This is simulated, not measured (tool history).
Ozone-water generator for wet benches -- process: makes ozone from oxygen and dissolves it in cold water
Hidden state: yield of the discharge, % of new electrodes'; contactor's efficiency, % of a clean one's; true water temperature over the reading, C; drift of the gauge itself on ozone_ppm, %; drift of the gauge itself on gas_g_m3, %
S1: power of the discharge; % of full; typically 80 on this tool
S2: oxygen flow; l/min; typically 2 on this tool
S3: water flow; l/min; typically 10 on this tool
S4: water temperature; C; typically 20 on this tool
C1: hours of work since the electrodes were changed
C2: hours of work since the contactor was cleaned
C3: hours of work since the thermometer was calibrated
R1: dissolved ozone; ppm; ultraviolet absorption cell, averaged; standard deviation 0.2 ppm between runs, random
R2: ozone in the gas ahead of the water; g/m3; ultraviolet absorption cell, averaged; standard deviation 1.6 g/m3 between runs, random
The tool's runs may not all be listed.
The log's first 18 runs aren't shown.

run	hour	S1	S2	S3	S4	C1	C2	C3	R1	R2
19	1267.8	56	3.36	10	20	2025	110	4136	20.9	167.2
20	1329.6	56	3.36	10	20	2082	168	4194	20.9	170.6
21	1392.1	56	3.36	8	20	2141	226	4252	23.8	169.1
# hour 1419.6: water thermometer calibrated
22	1433.2	42	2	6	20	2179	264	13	23.6	175.8
23	1499.8	78	1.66	9	20	2241	326	75	27.7	301.1
24	1593.1	78	1.66	9	20	2328	413	162	27.2	302.5
25	1661.7	46	2	10	20	2392	477	226	17.8	190.5
26	1761.3	80	1.93	10	20	2485	570	319	26.2	285.4
27	1837	44	2	6	20	2555	641	389	24.2	183.8
28	1930.4	84	1.12	6	23	2642	728	476	36.1	383.6
29	2027.4	88	1.12	6	23	2733	818	567	36.6	396.5
30	2124.1	57	1.02	14	18	2823	908	657	13.1	302.6
31	2181.9	57	1.02	14	18	2877	962	711	13.1	302.7
32	2255.1	80	2.82	10	19	2945	1030	779	26.4	236.3
33	2304.8	80	2.82	10	19	2991	1077	826	26.5	234.4

Predict each of these 3 candidate next runs independently; none follows another, all start after run 33:
A	2374.2	80	1.52	9	15	3056	1142	890	?	?
B	2374.2	42	2.01	13	20	3056	1142	890	?	?
C	2374.2	80	2	10	18	3056	1142	890	?	?

run	R1	R2
A	28.1	316.1
B	13.1	175.7
C	26.3	278.9
Without the tool's unlogged condition, the same runs would have read:
run	R1	R2
A	30.8	340.5
B	13.9	183.3
C	28.8	300.5

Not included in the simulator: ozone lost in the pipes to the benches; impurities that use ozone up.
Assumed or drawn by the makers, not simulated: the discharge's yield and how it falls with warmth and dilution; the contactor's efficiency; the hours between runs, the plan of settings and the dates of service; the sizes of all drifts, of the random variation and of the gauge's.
